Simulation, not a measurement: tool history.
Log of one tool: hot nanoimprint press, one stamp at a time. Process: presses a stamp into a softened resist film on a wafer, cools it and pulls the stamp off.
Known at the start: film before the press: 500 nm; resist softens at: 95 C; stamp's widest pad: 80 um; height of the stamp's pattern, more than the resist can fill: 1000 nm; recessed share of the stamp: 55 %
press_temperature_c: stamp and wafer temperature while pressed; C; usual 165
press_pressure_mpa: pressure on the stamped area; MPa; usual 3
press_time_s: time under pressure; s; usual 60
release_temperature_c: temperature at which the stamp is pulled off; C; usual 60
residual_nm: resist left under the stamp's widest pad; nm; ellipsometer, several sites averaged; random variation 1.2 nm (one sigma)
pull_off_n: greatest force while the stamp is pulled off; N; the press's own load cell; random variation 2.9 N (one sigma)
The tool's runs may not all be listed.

run    hour  press_temperature_c  press_pressure_mpa  press_time_s  release_temperature_c  residual_nm  pull_off_n
  1       0                  165                   3            60                     60        166.6         202
  2    73.1                  165                   3            60                     60        166.6         206
  3   124.9                  165                   3            60                     60        165.7         206
  4   164.3                  164                   3            60                     60        172.5         205
  5   238.3                  164                   3            60                     60        169.5         208
  6   284.5                  164                   3            60                     60        166.8         217
      354.6  -- plate thermocouple calibrated
  7   357.3                  165                   3            60                     47          178         309
  8   414.9                  165                   3            60                     47        175.7         301
      432.9  -- stamp cleaned and given a new release coat
  9   454.2                  165                   3            60                     60        175.6         207
 10     493                  165                   3            60                     60        174.4         206
 11   560.2                  165                   3            60                     60        174.2         209
 12   591.7                  165                   3            60                     60        173.7         214
 13   640.7                  165                   3            60                     60          170         211
 14   687.4                  165                   3            60                     60        169.8         220
 15     754                  165                   3            60                     60        168.2         220
 16   801.5                  173                4.59            72                     60         82.9         222
 17   841.6                  173                4.59            72                     60         82.5         232
      863.6  -- stamp cleaned and given a new release coat
 18   916.2                  171                   3            60                     60        120.1         199
 19   959.9                  173                3.74            76                     62         85.5         194
 20  1022.2                  173                4.65            95                     58           69         221
 21    1090                  155                   3            37                     60        318.2         209
 22  1139.3                  155                   3            62                     60        269.3         213
     1162.6  -- press's hydraulic seals changed and the load cell set to zero
     1176.5  -- plate thermocouple calibrated
 23  1199.4                  176                   3            62                     60           96         224
 24  1250.8                  165                3.34            60                     59        168.8         236
     1305.9  -- stamp cleaned and given a new release coat
 25  1319.8                  165                3.34            60                     59        164.8         207
 26  1389.8                  163                   3            32                     60        249.4         207
 27  1460.4                  163                   3            32                     60        245.4         212
 28  1532.9                  165                   3           104                     60        133.4         215
 29  1589.8                  161                   3            60                     53        209.3         248

3 ways to go on from here, each from the tool as it stands after run 29. What would each give?
  A  1642.7                  159                3.74            60                     67            ?           ?
  B  1642.7                  168                3.25            60                     61            ?           ?
  C  1642.7                  165                   3            60                     58            ?           ?

run  residual_nm  pull_off_n
  A        212.7         182
  B          139         213
  C        169.5         226
Without the tool's hidden state the same runs would have given:
run  residual_nm  pull_off_n
  A        223.9         171
  B        146.4         200
  C        178.6         212
